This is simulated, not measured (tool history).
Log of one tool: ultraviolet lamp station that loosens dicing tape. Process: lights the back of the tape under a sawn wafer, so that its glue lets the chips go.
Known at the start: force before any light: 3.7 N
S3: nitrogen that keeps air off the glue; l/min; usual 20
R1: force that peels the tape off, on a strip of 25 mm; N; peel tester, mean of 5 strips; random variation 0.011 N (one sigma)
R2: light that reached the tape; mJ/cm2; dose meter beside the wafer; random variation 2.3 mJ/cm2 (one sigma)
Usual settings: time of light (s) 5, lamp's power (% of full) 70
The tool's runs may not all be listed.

{"run": 1, "hour": 0.0, "time of light (s)": 5, "lamp's power (% of full)": 70, "S3": 20, "R1": 0.654, "R2": 182}
{"run": 2, "hour": 58.8, "time of light (s)": 8, "lamp's power (% of full)": 70, "S3": 20, "R1": 0.372, "R2": 284}
{"run": 3, "hour": 90.9, "time of light (s)": 8, "lamp's power (% of full)": 70, "S3": 20, "R1": 0.358, "R2": 280}
{"run": 4, "hour": 136.8, "time of light (s)": 5, "lamp's power (% of full)": 70, "S3": 20, "R1": 0.691, "R2": 173}
{"run": 5, "hour": 195.0, "time of light (s)": 2, "lamp's power (% of full)": 70, "S3": 20, "R1": 1.754, "R2": 67}
{"run": 6, "hour": 243.4, "time of light (s)": 2, "lamp's power (% of full)": 70, "S3": 20, "R1": 1.829, "R2": 64}
{"run": 7, "hour": 290.5, "time of light (s)": 5, "lamp's power (% of full)": 70, "S3": 20, "R1": 0.743, "R2": 164}
{"run": 8, "hour": 321.3, "time of light (s)": 5, "lamp's power (% of full)": 70, "S3": 20, "R1": 0.742, "R2": 158}
{"run": 9, "hour": 346.6, "time of light (s)": 5, "lamp's power (% of full)": 70, "S3": 20, "R1": 0.794, "R2": 161}
{"run": 10, "hour": 392.4, "time of light (s)": 5, "lamp's power (% of full)": 93, "S3": 20, "R1": 0.547, "R2": 212}
{"run": 11, "hour": 425.0, "time of light (s)": 5, "lamp's power (% of full)": 65, "S3": 20, "R1": 0.849, "R2": 143}
{"run": 12, "hour": 475.6, "time of light (s)": 5, "lamp's power (% of full)": 65, "S3": 20, "R1": 0.878, "R2": 145}
{"hour": 517.8, "done": "window cleaned of glue's vapour"}
{"run": 13, "hour": 530.9, "time of light (s)": 5, "lamp's power (% of full)": 65, "S3": 20, "R1": 0.721, "R2": 166}
{"run": 14, "hour": 562.3, "time of light (s)": 5, "lamp's power (% of full)": 65, "S3": 20, "R1": 0.727, "R2": 165}
{"run": 15, "hour": 594.0, "time of light (s)": 3, "lamp's power (% of full)": 70, "S3": 20, "R1": 1.198, "R2": 106}
{"run": 16, "hour": 640.1, "time of light (s)": 3, "lamp's power (% of full)": 76, "S3": 20, "R1": 1.158, "R2": 114}
{"run": 17, "hour": 693.3, "time of light (s)": 5, "lamp's power (% of full)": 70, "S3": 20, "R1": 0.704, "R2": 167}
{"run": 18, "hour": 728.1, "time of light (s)": 3, "lamp's power (% of full)": 70, "S3": 20, "R1": 1.292, "R2": 101}
{"run": 19, "hour": 777.3, "time of light (s)": 5, "lamp's power (% of full)": 70, "S3": 20, "R1": 0.716, "R2": 168}
{"run": 20, "hour": 835.5, "time of light (s)": 5, "lamp's power (% of full)": 85, "S3": 20, "R1": 0.572, "R2": 202}
{"run": 21, "hour": 886.3, "time of light (s)": 5, "lamp's power (% of full)": 70, "S3": 17, "R1": 0.812, "R2": 162}
{"run": 22, "hour": 920.1, "time of light (s)": 2, "lamp's power (% of full)": 63, "S3": 19, "R1": 2.03, "R2": 58}
{"run": 23, "hour": 954.2, "time of light (s)": 3, "lamp's power (% of full)": 81, "S3": 21, "R1": 1.171, "R2": 112}
{"run": 24, "hour": 990.2, "time of light (s)": 3, "lamp's power (% of full)": 81, "S3": 21, "R1": 1.212, "R2": 109}
{"run": 25, "hour": 1043.8, "time of light (s)": 3, "lamp's power (% of full)": 81, "S3": 21, "R1": 1.18, "R2": 111}
{"run": 26, "hour": 1074.9, "time of light (s)": 3, "lamp's power (% of full)": 81, "S3": 21, "R1": 1.232, "R2": 106}
{"run": 27, "hour": 1107.5, "time of light (s)": 2, "lamp's power (% of full)": 70, "S3": 9, "R1": 2.238, "R2": 62}
{"run": 28, "hour": 1145.6, "time of light (s)": 2, "lamp's power (% of full)": 65, "S3": 12, "R1": 2.287, "R2": 55}
{"run": 29, "hour": 1201.3, "time of light (s)": 2, "lamp's power (% of full)": 65, "S3": 12, "R1": 2.214, "R2": 52}
{"run": 30, "hour": 1258.1, "time of light (s)": 9, "lamp's power (% of full)": 84, "S3": 12, "R1": 0.4, "R2": 313}
{"run": 31, "hour": 1310.4, "time of light (s)": 9, "lamp's power (% of full)": 84, "S3": 12, "R1": 0.405, "R2": 306}
{"run": 32, "hour": 1362.6, "time of light (s)": 3, "lamp's power (% of full)": 99, "S3": 28, "R1": 0.963, "R2": 122}
{"run": 33, "hour": 1420.2, "time of light (s)": 3, "lamp's power (% of full)": 99, "S3": 28, "R1": 0.927, "R2": 117}
{"run": 34, "hour": 1454.7, "time of light (s)": 3, "lamp's power (% of full)": 99, "S3": 28, "R1": 0.97, "R2": 116}
{"run": 35, "hour": 1483.6, "time of light (s)": 5, "lamp's power (% of full)": 64, "S3": 28, "R1": 0.939, "R2": 123}
{"hour": 1495.1, "done": "window cleaned of glue's vapour"}
{"run": 36, "hour": 1534.6, "time of light (s)": 4, "lamp's power (% of full)": 92, "S3": 6, "R1": 1.313, "R2": 168}
{"run": 37, "hour": 1592.8, "time of light (s)": 5, "lamp's power (% of full)": 65, "S3": 20, "R1": 0.883, "R2": 141}
{"run": 38, "hour": 1648.5, "time of light (s)": 7, "lamp's power (% of full)": 74, "S3": 24, "R1": 0.452, "R2": 222}
{"run": 39, "hour": 1676.3, "time of light (s)": 7, "lamp's power (% of full)": 99, "S3": 31, "R1": 0.302, "R2": 299}
{"run": 40, "hour": 1702.5, "time of light (s)": 4, "lamp's power (% of full)": 66, "S3": 20, "R1": 1.154, "R2": 112}
{"run": 41, "hour": 1745.5, "time of light (s)": 4, "lamp's power (% of full)": 66, "S3": 20, "R1": 1.166, "R2": 114}
{"run": 42, "hour": 1778.1, "time of light (s)": 3, "lamp's power (% of full)": 70, "S3": 20, "R1": 1.507, "R2": 89}

The same runs without the tool's hidden state, with the same run-to-run variation:
The hidden state here: lamp's light, % of a new lamp's; light that the window lets through, % of a clean one's; drift of the gauge itself on peel_n, %; drift of the gauge itself on dose_mj_cm2, %.
run=1 R1=0.511 R2=217
run=2 R1=0.304 R2=346
run=3 R1=0.288 R2=345
run=4 R1=0.51 R2=217
run=5 R1=1.457 R2=85
run=6 R1=1.507 R2=84
run=7 R1=0.514 R2=215
run=8 R1=0.51 R2=211
run=9 R1=0.537 R2=215
run=10 R1=0.371 R2=287
run=11 R1=0.561 R2=196
run=12 R1=0.569 R2=202
run=13 R1=0.569 R2=198
run=14 R1=0.567 R2=199
run=15 R1=0.972 R2=129
run=16 R1=0.917 R2=140
run=17 R1=0.521 R2=209
run=18 R1=1.008 R2=127
run=19 R1=0.513 R2=216
run=20 R1=0.401 R2=263
run=21 R1=0.556 R2=215
run=22 R1=1.673 R2=77
run=23 R1=0.826 R2=150
run=24 R1=0.845 R2=149
run=25 R1=0.809 R2=153
run=26 R1=0.836 R2=149
run=27 R1=1.849 R2=87
run=28 R1=1.865 R2=79
run=29 R1=1.79 R2=77
run=30 R1=0.269 R2=466
run=31 R1=0.266 R2=464
run=32 R1=0.55 R2=186
run=33 R1=0.52 R2=184
run=34 R1=0.535 R2=183
run=35 R1=0.513 R2=197
run=36 R1=0.934 R2=229
run=37 R1=0.574 R2=198
run=38 R1=0.307 R2=316
run=39 R1=0.253 R2=426
run=40 R1=0.754 R2=162
run=41 R1=0.752 R2=165
run=42 R1=1.021 R2=130
